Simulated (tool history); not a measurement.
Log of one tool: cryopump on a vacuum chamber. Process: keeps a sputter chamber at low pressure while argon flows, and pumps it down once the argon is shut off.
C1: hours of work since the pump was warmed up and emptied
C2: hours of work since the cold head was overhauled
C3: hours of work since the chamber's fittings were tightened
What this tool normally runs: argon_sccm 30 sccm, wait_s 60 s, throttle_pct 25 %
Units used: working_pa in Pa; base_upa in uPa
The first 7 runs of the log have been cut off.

run 8 hour=445.5 | argon_sccm=26 wait_s=60 throttle_pct=25 | C1=610 C2=610 C3=970 | working_pa=0.1211 base_upa=1.56
run 9 hour=529.3 | argon_sccm=26 wait_s=60 throttle_pct=25 | C1=656 C2=656 C3=1017 | working_pa=0.1219 base_upa=1.62
run 10 hour=617.4 | argon_sccm=30 wait_s=42 throttle_pct=25 | C1=705 C2=705 C3=1066 | working_pa=0.1398 base_upa=2.03
run 11 hour=669.4 | argon_sccm=30 wait_s=42 throttle_pct=25 | C1=734 C2=734 C3=1094 | working_pa=0.1419 base_upa=1.97
run 12 hour=753.3 | argon_sccm=30 wait_s=42 throttle_pct=25 | C1=781 C2=781 C3=1141 | working_pa=0.1421 base_upa=2.05
run 13 hour=811.9 | argon_sccm=30 wait_s=42 throttle_pct=25 | C1=813 C2=813 C3=1174 | working_pa=0.143 base_upa=2.1
run 14 hour=865.9 | argon_sccm=30 wait_s=60 throttle_pct=25 | C1=843 C2=843 C3=1203 | working_pa=0.1445 base_upa=1.76
run 15 hour=923.5 | argon_sccm=30 wait_s=60 throttle_pct=25 | C1=875 C2=875 C3=1235 | working_pa=0.1431 base_upa=1.78
run 16 hour=1020.3 | argon_sccm=30 wait_s=60 throttle_pct=25 | C1=929 C2=929 C3=1289 | working_pa=0.1444 base_upa=1.98
run 17 hour=1086.6 | argon_sccm=41 wait_s=60 throttle_pct=25 | C1=966 C2=966 C3=1326 | working_pa=0.1971 base_upa=1.92
run 18 hour=1153.6 | argon_sccm=41 wait_s=60 throttle_pct=25 | C1=1003 C2=1003 C3=1363 | working_pa=0.1978 base_upa=1.91
run 19 hour=1239.3 | argon_sccm=13 wait_s=189 throttle_pct=16 | C1=1051 C2=1051 C3=1411 | working_pa=0.096 base_upa=1.53
run 20 hour=1314.1 | argon_sccm=13 wait_s=189 throttle_pct=16 | C1=1092 C2=1092 C3=1452 | working_pa=0.0968 base_upa=1.6
run 21 hour=1409.2 | argon_sccm=13 wait_s=189 throttle_pct=16 | C1=1145 C2=1145 C3=1505 | working_pa=0.0956 base_upa=1.7
-- hour=1460.1 pump warmed up, emptied and cooled again
run 22 hour=1480.7 | argon_sccm=40 wait_s=60 throttle_pct=24 | C1=11 C2=1182 C3=1542 | working_pa=0.1857 base_upa=1.76
run 23 hour=1542.4 | argon_sccm=40 wait_s=60 throttle_pct=24 | C1=46 C2=1216 C3=1576 | working_pa=0.1866 base_upa=1.75

Run 24 is up next; what results do you expect?
run 24 hour=1593.5 | argon_sccm=40 wait_s=60 throttle_pct=24 | C1=74 C2=1245 C3=1605 | working_pa=? base_upa=?

working_pa: 0.1869 Pa
base_upa: 1.74 uPa
Had the tool carried no hidden state, the very same run would have given working_pa 0.1855 Pa, base_upa 0.88 uPa.
